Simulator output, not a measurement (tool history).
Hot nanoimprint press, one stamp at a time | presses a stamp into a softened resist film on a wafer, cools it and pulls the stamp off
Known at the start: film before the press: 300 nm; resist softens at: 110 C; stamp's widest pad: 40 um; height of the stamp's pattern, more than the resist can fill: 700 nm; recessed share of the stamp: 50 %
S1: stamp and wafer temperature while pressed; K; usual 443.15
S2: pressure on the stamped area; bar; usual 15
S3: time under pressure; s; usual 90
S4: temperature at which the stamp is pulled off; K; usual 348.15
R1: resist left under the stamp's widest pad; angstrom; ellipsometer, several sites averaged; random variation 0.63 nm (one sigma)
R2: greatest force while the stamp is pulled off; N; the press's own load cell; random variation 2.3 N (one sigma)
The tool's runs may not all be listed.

{"run": 1, "hour": 0.0, "S1": 443.15, "S2": 15, "S3": 90, "S4": 348.15, "R1": 1659, "R2": 113}
{"hour": 39.6, "done": "stamp cleaned and given a new release coat"}
{"run": 2, "hour": 63.0, "S1": 443.15, "S2": 15, "S3": 90, "S4": 348.15, "R1": 1645, "R2": 108}
{"run": 3, "hour": 114.0, "S1": 443.15, "S2": 15, "S3": 90, "S4": 348.15, "R1": 1663, "R2": 109}
{"run": 4, "hour": 189.5, "S1": 443.15, "S2": 10.7, "S3": 90, "S4": 348.15, "R1": 1881, "R2": 110}
{"run": 5, "hour": 266.5, "S1": 443.15, "S2": 15, "S3": 90, "S4": 348.15, "R1": 1641, "R2": 110}
{"hour": 289.7, "done": "stamp cleaned and given a new release coat"}
{"run": 6, "hour": 322.3, "S1": 443.15, "S2": 15, "S3": 90, "S4": 348.15, "R1": 1652, "R2": 109}
{"run": 7, "hour": 381.8, "S1": 443.15, "S2": 15, "S3": 90, "S4": 348.15, "R1": 1664, "R2": 106}
{"run": 8, "hour": 433.9, "S1": 443.15, "S2": 15, "S3": 90, "S4": 348.15, "R1": 1664, "R2": 108}
{"run": 9, "hour": 510.2, "S1": 443.15, "S2": 15, "S3": 90, "S4": 348.15, "R1": 1659, "R2": 111}
{"hour": 542.9, "done": "stamp cleaned and given a new release coat"}
{"run": 10, "hour": 603.2, "S1": 443.15, "S2": 15, "S3": 90, "S4": 348.15, "R1": 1652, "R2": 108}
{"hour": 618.1, "done": "press's hydraulic seals changed and the load cell set to zero"}
{"run": 11, "hour": 689.6, "S1": 443.15, "S2": 15, "S3": 90, "S4": 348.15, "R1": 1663, "R2": 108}
{"run": 12, "hour": 750.8, "S1": 443.15, "S2": 15, "S3": 90, "S4": 352.15, "R1": 1658, "R2": 101}
{"hour": 799.7, "done": "stamp cleaned and given a new release coat"}
{"run": 13, "hour": 815.0, "S1": 443.15, "S2": 15, "S3": 90, "S4": 352.15, "R1": 1669, "R2": 100}
{"run": 14, "hour": 906.2, "S1": 443.15, "S2": 15, "S3": 90, "S4": 352.15, "R1": 1649, "R2": 102}
{"run": 15, "hour": 963.6, "S1": 443.15, "S2": 15, "S3": 90, "S4": 352.15, "R1": 1659, "R2": 104}
{"hour": 1025.9, "done": "plate thermocouple calibrated"}
{"run": 16, "hour": 1038.1, "S1": 434.15, "S2": 15, "S3": 98, "S4": 348.15, "R1": 2475, "R2": 104}
{"hour": 1051.2, "done": "stamp cleaned and given a new release coat"}
{"run": 17, "hour": 1114.9, "S1": 452.15, "S2": 17.6, "S3": 98, "S4": 348.15, "R1": 854, "R2": 109}
{"run": 18, "hour": 1152.1, "S1": 452.15, "S2": 17.6, "S3": 98, "S4": 348.15, "R1": 856, "R2": 110}
{"run": 19, "hour": 1197.8, "S1": 452.15, "S2": 12, "S3": 98, "S4": 342.15, "R1": 1046, "R2": 115}
{"run": 20, "hour": 1276.1, "S1": 443.15, "S2": 17.8, "S3": 90, "S4": 348.15, "R1": 1559, "R2": 106}
{"hour": 1305.3, "done": "stamp cleaned and given a new release coat"}
{"run": 21, "hour": 1352.0, "S1": 436.15, "S2": 22.1, "S3": 89, "S4": 353.15, "R1": 2121, "R2": 96}
{"run": 22, "hour": 1409.0, "S1": 454.15, "S2": 22.1, "S3": 89, "S4": 347.15, "R1": 706, "R2": 110}
{"run": 23, "hour": 1475.8, "S1": 447.15, "S2": 15, "S3": 106, "S4": 346.15, "R1": 1236, "R2": 113}
{"run": 24, "hour": 1530.3, "S1": 447.15, "S2": 15, "S3": 106, "S4": 346.15, "R1": 1237, "R2": 114}
{"hour": 1557.0, "done": "stamp cleaned and given a new release coat"}
{"run": 25, "hour": 1575.6, "S1": 436.15, "S2": 11.6, "S3": 148, "S4": 353.15, "R1": 2259, "R2": 96}
{"run": 26, "hour": 1654.5, "S1": 436.15, "S2": 11.6, "S3": 139, "S4": 355.15, "R1": 2309, "R2": 93}
{"run": 27, "hour": 1745.8, "S1": 443.15, "S2": 15, "S3": 77, "S4": 348.15, "R1": 1764, "R2": 110}
{"hour": 1806.7, "done": "stamp cleaned and given a new release coat"}
{"run": 28, "hour": 1830.4, "S1": 453.15, "S2": 11.7, "S3": 77, "S4": 348.15, "R1": 1107, "R2": 108}
{"hour": 1835.4, "done": "gauge calibrated"}
{"run": 29, "hour": 1883.2, "S1": 453.15, "S2": 11.7, "S3": 77, "S4": 348.15, "R1": 1085, "R2": 109}
{"run": 30, "hour": 1966.6, "S1": 454.15, "S2": 11.7, "S3": 77, "S4": 356.15, "R1": 1029, "R2": 91}

Hidden state or all else? Some run-to-run changes of R1, split into what the settings, what came in and random variation would give without the hidden state, and what is left for the hidden state (with any gauge scatter that isn't in both results):
The hidden state here: true temperature over the reading, C; pressure that arrives at the usual setting, %; grip of the stamp's worn release coat, % over a new coat's; drift of the gauge itself on residual_nm, %; drift of the gauge itself on pull_off_n, %.
Run 16 -> 17: S1 434.15 -> 452.15, S2 15 -> 17.6, stamp cleaned and given a new release coat. R1 -1621 angstrom: hidden state -16, all else -1605.
Run 21 -> 22: S1 436.15 -> 454.15, S4 353.15 -> 347.15. R1 -1415 angstrom: hidden state -18, all else -1397.
Run 24 -> 25: S1 447.15 -> 436.15, S2 15 -> 11.6, S3 106 -> 148, S4 346.15 -> 353.15, stamp cleaned and given a new release coat. R1 +1022 angstrom: hidden state +17, all else +1005.
Run 28 -> 29: gauge calibrated. R1 -22 angstrom: hidden state -20, all else -2.

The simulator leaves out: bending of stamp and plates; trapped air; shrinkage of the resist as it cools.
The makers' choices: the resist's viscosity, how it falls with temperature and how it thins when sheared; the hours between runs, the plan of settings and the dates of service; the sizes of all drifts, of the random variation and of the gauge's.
